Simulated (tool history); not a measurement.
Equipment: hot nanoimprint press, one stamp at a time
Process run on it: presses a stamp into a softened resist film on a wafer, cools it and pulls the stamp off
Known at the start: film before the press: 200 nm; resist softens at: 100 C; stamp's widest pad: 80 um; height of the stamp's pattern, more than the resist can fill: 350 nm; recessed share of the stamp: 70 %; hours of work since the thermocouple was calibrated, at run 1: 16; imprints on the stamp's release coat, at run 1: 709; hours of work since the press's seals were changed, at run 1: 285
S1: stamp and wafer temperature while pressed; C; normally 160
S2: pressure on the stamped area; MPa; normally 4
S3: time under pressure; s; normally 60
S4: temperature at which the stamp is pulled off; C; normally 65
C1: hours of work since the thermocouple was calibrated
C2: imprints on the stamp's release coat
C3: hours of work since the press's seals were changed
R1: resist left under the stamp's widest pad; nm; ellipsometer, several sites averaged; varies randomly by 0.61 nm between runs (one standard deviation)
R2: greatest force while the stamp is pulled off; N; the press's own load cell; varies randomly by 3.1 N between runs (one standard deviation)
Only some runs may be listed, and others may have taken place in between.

run	hour	S1	S2	S3	S4	C1	C2	C3	R1	R2
1	0	160	4	60	65	16	709	285	116.5	149
2	44.6	160	4	60	65	44	863	313	117.4	148
3	94.8	160	4	60	65	76	1035	345	116.3	148
4	149.7	160	4.94	60	65	111	1224	380	108.5	146
5	186	160	4.94	60	65	134	1348	403	107.2	148
6	244.6	160	4.94	60	65	171	1550	440	108.4	141
7	301.9	160	4.94	60	65	207	1747	477	107.9	149
# hour 327.5: stamp cleaned and given a new release coat
8	348.8	160	2.62	60	65	233	73	502	131.9	156
9	379.8	168	2.62	60	65	253	179	522	97.4	150
10	427.4	168	2.62	60	65	283	343	552	96.5	148
11	474.6	168	2.62	60	65	313	505	582	96.3	142
12	525	160	5.92	60	67	345	678	614	101.1	145
13	567.8	160	2.71	120	67	372	825	641	106.7	147
14	628.9	160	4	60	60	411	1035	680	117.4	154
15	653.9	170	3.4	60	65	427	1121	696	80.1	147
16	691.9	170	3.4	60	65	451	1252	720	80.4	151
17	721.9	170	4.27	60	59	470	1355	739	72.1	160
18	761.2	170	4.27	60	59	495	1490	764	72	154
19	798.9	170	4.27	60	59	518	1619	788	72.4	156
# hour 827.9: plate thermocouple calibrated
20	838.9	170	4.27	60	59	7	1746	811	72.1	163
# hour 866.1: stamp cleaned and given a new release coat
21	883.4	163	5.82	60	55	31	60	835	87.6	156
22	908.3	165	4	37	65	47	145	851	111.6	150

For each entry between runs, how does the tool's hidden state at the last listed run before it compare with that at the first listed run after it?
In the gap between runs 7 and 8: stamp cleaned and given a new release coat (hour 327.5)
  pressure that arrives at the usual setting, %: 99.83 -> 99.82; grip of the stamp's worn release coat, % over a new coat's: 1.1 -> 0
In the gap between runs 19 and 20: plate thermocouple calibrated (hour 827.9)
  true temperature over the reading, C: 0.04 -> 0; pressure that arrives at the usual setting, %: 99.73 -> 99.72
In the gap between runs 20 and 21: stamp cleaned and given a new release coat (hour 866.1)
  true temperature over the reading, C: 0 -> 0.01; pressure that arrives at the usual setting, %: 99.72 -> 99.71; grip of the stamp's worn release coat, % over a new coat's: 1.1 -> 0
